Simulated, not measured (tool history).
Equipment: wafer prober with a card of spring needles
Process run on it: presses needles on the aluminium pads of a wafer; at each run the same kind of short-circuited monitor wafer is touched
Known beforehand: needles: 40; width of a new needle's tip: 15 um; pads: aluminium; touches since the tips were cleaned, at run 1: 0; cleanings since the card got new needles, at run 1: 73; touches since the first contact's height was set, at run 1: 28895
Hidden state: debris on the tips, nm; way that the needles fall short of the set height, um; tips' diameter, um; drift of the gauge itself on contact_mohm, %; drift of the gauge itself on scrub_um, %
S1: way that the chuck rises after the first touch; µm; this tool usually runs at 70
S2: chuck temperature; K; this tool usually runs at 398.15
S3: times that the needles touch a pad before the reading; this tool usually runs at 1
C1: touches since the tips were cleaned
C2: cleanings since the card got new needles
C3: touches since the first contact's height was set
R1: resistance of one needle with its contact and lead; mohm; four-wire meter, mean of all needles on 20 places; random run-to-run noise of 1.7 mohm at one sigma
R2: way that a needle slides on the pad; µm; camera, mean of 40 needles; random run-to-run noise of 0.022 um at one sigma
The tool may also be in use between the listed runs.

| run | day | S1 | S2 | S3 | C1 | C2 | C3 | R1 | R2 |
|---|---|---|---|---|---|---|---|---|---|
| 1 | 0 | 70 | 398.15 | 1 | 0 | 73 | 28895 | 167 | 14.84 |
|  | 0.738 | tips cleaned on abrasive film |
| 2 | 0.854 | 70 | 398.15 | 1 | 789 | 74 | 34679 | 169 | 14.9 |
|  | 1.546 | tips cleaned on abrasive film |
| 3 | 1.704 | 70 | 398.15 | 1 | 1091 | 75 | 40462 | 171 | 14.83 |
|  | 2.217 | tips cleaned on abrasive film |
| 4 | 2.742 | 70 | 398.15 | 1 | 3590 | 76 | 47505 | 170 | 14.86 |
|  | 2.904 | tips cleaned on abrasive film |
|  | 3.708 | tips cleaned on abrasive film |
| 5 | 4.254 | 70 | 398.15 | 1 | 3709 | 78 | 57747 | 168 | 14.85 |
|  | 4.488 | tips cleaned on abrasive film |
| 6 | 5.058 | 70 | 398.15 | 2 | 3899 | 79 | 63216 | 166 | 14.79 |
|  | 5.258 | tips cleaned on abrasive film |
|  | 5.992 | tips cleaned on abrasive film |
| 7 | 6.562 | 70 | 398.15 | 2 | 3877 | 81 | 73405 | 167 | 14.84 |
|  | 6.808 | tips cleaned on abrasive film |
|  | 7.596 | tips cleaned on abrasive film |
| 8 | 7.596 | 70 | 398.15 | 2 | 8 | 83 | 80414 | 167 | 14.86 |
|  | 8.325 | tips cleaned on abrasive film |
| 9 | 8.929 | 70 | 398.15 | 2 | 4099 | 84 | 89455 | 169 | 14.86 |
|  | 9.096 | tips cleaned on abrasive film |
|  | 9.783 | tips cleaned on abrasive film |
| 10 | 10.167 | 70 | 398.15 | 1 | 2624 | 86 | 97859 | 167 | 14.8 |
|  | 10.483 | tips cleaned on abrasive film |
|  | 11.283 | tips cleaned on abrasive film |
| 11 | 11.454 | 70 | 398.15 | 1 | 1156 | 88 | 106554 | 172 | 14.82 |
|  | 12.021 | tips cleaned on abrasive film |
| 12 | 12.412 | 70 | 398.15 | 1 | 2653 | 89 | 113067 | 168 | 14.83 |
|  | 12.771 | tips cleaned on abrasive film |
|  | 13.512 | tips cleaned on abrasive film |
|  | 14.25 | tips cleaned on abrasive film |
| 13 | 14.271 | 70 | 398.15 | 1 | 149 | 92 | 125669 | 170 | 14.82 |
|  | 14.971 | tips cleaned on abrasive film |
|  | 15.692 | tips cleaned on abrasive film |
| 14 | 15.733 | 70 | 398.15 | 1 | 287 | 94 | 135574 | 168 | 14.79 |
|  | 16.433 | tips cleaned on abrasive film |
| 15 | 16.892 | 70 | 398.15 | 1 | 3125 | 95 | 143457 | 167 | 14.82 |
|  | 17.104 | tips cleaned on abrasive film |
| 16 | 17.721 | 73 | 398.15 | 1 | 4200 | 96 | 149072 | 169 | 15.43 |
|  | 17.875 | tips cleaned on abrasive film |
|  | 18.562 | tips cleaned on abrasive film |
| 17 | 18.971 | 76 | 328.15 | 3 | 2793 | 98 | 157548 | 155 | 16.06 |
|  | 19.329 | tips cleaned on abrasive film |
| 18 | 19.838 | 77 | 328.15 | 2 | 3469 | 99 | 163407 | 155 | 16.29 |
|  | 20.004 | tips cleaned on abrasive film |
|  | 20.708 | tips cleaned on abrasive film |
| 19 | 21.362 | 51 | 347.15 | 2 | 4459 | 101 | 173752 | 162 | 10.77 |
|  | 21.454 | tips cleaned on abrasive film |
|  | 22.142 | tips cleaned on abrasive film |
|  | 22.3 | height of the first contact set anew |
|  | 22.833 | tips cleaned on abrasive film |
| 20 | 23.167 | 51 | 347.15 | 2 | 2269 | 104 | 5889 | 162 | 10.79 |
|  | 23.6 | tips cleaned on abrasive film |
| 21 | 24.229 | 51 | 347.15 | 2 | 4303 | 105 | 13108 | 163 | 10.78 |
|  | 24.4 | tips cleaned on abrasive film |
|  | 25.133 | tips cleaned on abrasive film |
|  | 25.825 | tips cleaned on abrasive film |
| 22 | 26.146 | 57 | 398.15 | 2 | 2209 | 108 | 26104 | 172 | 12.06 |
|  | 26.646 | tips cleaned on abrasive film |
| 23 | 27.042 | 57 | 398.15 | 2 | 2714 | 109 | 32177 | 172 | 12.05 |
|  | 27.408 | tips cleaned on abrasive film |
| 24 | 28.042 | 87 | 330.15 | 1 | 4319 | 110 | 38967 | 157 | 18.36 |
|  | 28.212 | tips cleaned on abrasive film |
|  | 28.9 | tips cleaned on abrasive film |
| 25 | 29.412 | 64 | 308.15 | 1 | 3476 | 112 | 48240 | 154 | 13.55 |
|  | 29.646 | tips cleaned on abrasive film |
|  | 30.308 | tips cleaned on abrasive film |
| 26 | 30.608 | 62 | 338.15 | 1 | 2059 | 114 | 56352 | 162 | 13.06 |
|  | 31.058 | tips cleaned on abrasive film |
|  | 31.779 | tips cleaned on abrasive film |
| 27 | 31.875 | 62 | 338.15 | 3 | 655 | 116 | 64926 | 160 | 13.09 |
|  | 32.517 | tips cleaned on abrasive film |
|  | 33.208 | tips cleaned on abrasive film |
| 28 | 33.612 | 51 | 398.15 | 1 | 2772 | 118 | 76729 | 172 | 10.74 |
|  | 33.896 | tips cleaned on abrasive film |
|  | 34.6 | tips cleaned on abrasive film |
| 29 | 34.921 | 51 | 398.15 | 1 | 2183 | 120 | 85569 | 171 | 10.76 |

3 options for the next run, each taken on its own from the tool as it stands now. Forecast them:
|  | 35.388 | tips cleaned on abrasive film |
| A | 35.983 | 51 | 398.15 | 2 | 4062 | 121 | 92809 | ? | ? |
|  | 35.388 | tips cleaned on abrasive film |
| B | 35.983 | 64 | 398.15 | 2 | 4062 | 121 | 92809 | ? | ? |
|  | 35.388 | tips cleaned on abrasive film |
| C | 35.983 | 54 | 308.15 | 1 | 4062 | 121 | 92809 | ? | ? |

| run | R1 | R2 |
|---|---|---|
| A | 173 | 10.76 |
| B | 170 | 13.49 |
| C | 157 | 11.34 |
With no hidden state in the tool, these same runs would have given:
| run | R1 | R2 |
|---|---|---|
| A | 173 | 10.83 |
| B | 170 | 13.58 |
| C | 156 | 11.41 |
